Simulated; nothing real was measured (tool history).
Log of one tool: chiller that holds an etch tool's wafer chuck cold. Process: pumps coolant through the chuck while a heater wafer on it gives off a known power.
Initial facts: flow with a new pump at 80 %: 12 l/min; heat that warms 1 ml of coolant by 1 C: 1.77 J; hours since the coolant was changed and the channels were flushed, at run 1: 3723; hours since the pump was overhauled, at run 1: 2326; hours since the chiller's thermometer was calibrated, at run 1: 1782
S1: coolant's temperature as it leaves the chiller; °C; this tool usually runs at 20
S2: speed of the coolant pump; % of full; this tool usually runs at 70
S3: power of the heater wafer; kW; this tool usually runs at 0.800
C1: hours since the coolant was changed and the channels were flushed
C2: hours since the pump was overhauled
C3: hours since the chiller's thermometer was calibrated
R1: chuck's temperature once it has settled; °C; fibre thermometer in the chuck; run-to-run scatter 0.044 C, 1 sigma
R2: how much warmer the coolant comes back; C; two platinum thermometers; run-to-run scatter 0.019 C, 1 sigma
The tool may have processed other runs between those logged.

run	day	S1	S2	S3	C1	C2	C3	R1	R2
1	0.000	20	70	0.800	3723	2326	1782	26.54	2.68
2	3.050	20	70	0.800	3796	2399	1855	26.51	2.64
3	8.546	20	70	0.657	3928	2531	1987	25.38	2.19
4	14.396	20	70	0.657	4069	2672	2127	25.30	2.20
5	17.942	11	70	0.800	4154	2757	2212	17.54	2.70
6	24.983	11	70	0.800	4323	2926	2381	17.62	2.70
7	30.371	20	75	0.800	4452	3055	2510	26.27	2.53
8	34.475	20	70	0.800	4551	3154	2609	26.55	2.71
9	37.617	21	70	0.800	4626	3229	2684	27.53	2.71
10	45.088	25	70	0.800	4805	3408	2864	31.56	2.74
11	51.550	20	91	0.800	4960	3563	3019	25.43	2.10
12	57.129	20	70	0.441	5094	3697	3153	23.61	1.49
13	64.458	20	70	0.441	5270	3873	3328	23.64	1.55
14	70.358	20	70	0.441	5412	4015	3470	23.57	1.55
15	75.000	20	70	0.800	5523	4126	3581	26.78	2.76
16	78.396	20	70	0.800	5605	4208	3663	26.73	2.76
17	83.221	20	70	0.800	5720	4324	3779	26.72	2.80
18	88.583	20	73	0.780	5849	4452	3908	26.39	2.59
# day 90.850: chiller's thermometer calibrated
19	93.062	12	80	0.622	5956	4559	53	17.02	1.90
20	98.796	11	83	0.766	6093	4696	191	17.01	2.26
# day 102.754: coolant changed, channels flushed
21	102.754	21	70	0.645	0	4785	280	26.41	2.25
22	107.867	21	70	0.645	123	4908	402	26.35	2.27
23	112.758	19	73	1.129	240	5025	520	28.11	3.81
24	116.242	19	73	1.129	324	5109	603	28.08	3.80
25	123.504	13	73	0.470	498	5283	778	16.80	1.57
26	128.262	13	73	0.470	612	5398	892	16.77	1.59
27	132.750	13	73	0.470	720	5505	1000	16.78	1.59
28	140.158	13	73	0.470	898	5683	1177	16.87	1.64
29	146.433	29	78	0.998	1048	5834	1328	36.69	3.23
30	151.454	29	78	0.998	1169	5954	1448	36.83	3.20
31	156.425	25	70	0.626	1288	6073	1568	30.27	2.28

Below are 4 alternative next runs, each starting from the tool's condition after run 31. Predict each:
A	163.112	20	70	0.497	1449	6234	1728	?	?
B	163.112	12	68	1.078	1449	6234	1728	?	?
C	163.112	24	70	0.626	1449	6234	1728	?	?
D	163.112	11	70	0.800	1449	6234	1728	?	?

run	R1	R2
A	24.20	1.81
B	21.33	3.98
C	29.36	2.26
D	17.84	2.90
With the hidden condition removed and each run's random variation left untouched, the same runs would have given:
run	R1	R2
A	23.81	1.62
B	20.42	3.55
C	28.86	2.02
D	17.19	2.60

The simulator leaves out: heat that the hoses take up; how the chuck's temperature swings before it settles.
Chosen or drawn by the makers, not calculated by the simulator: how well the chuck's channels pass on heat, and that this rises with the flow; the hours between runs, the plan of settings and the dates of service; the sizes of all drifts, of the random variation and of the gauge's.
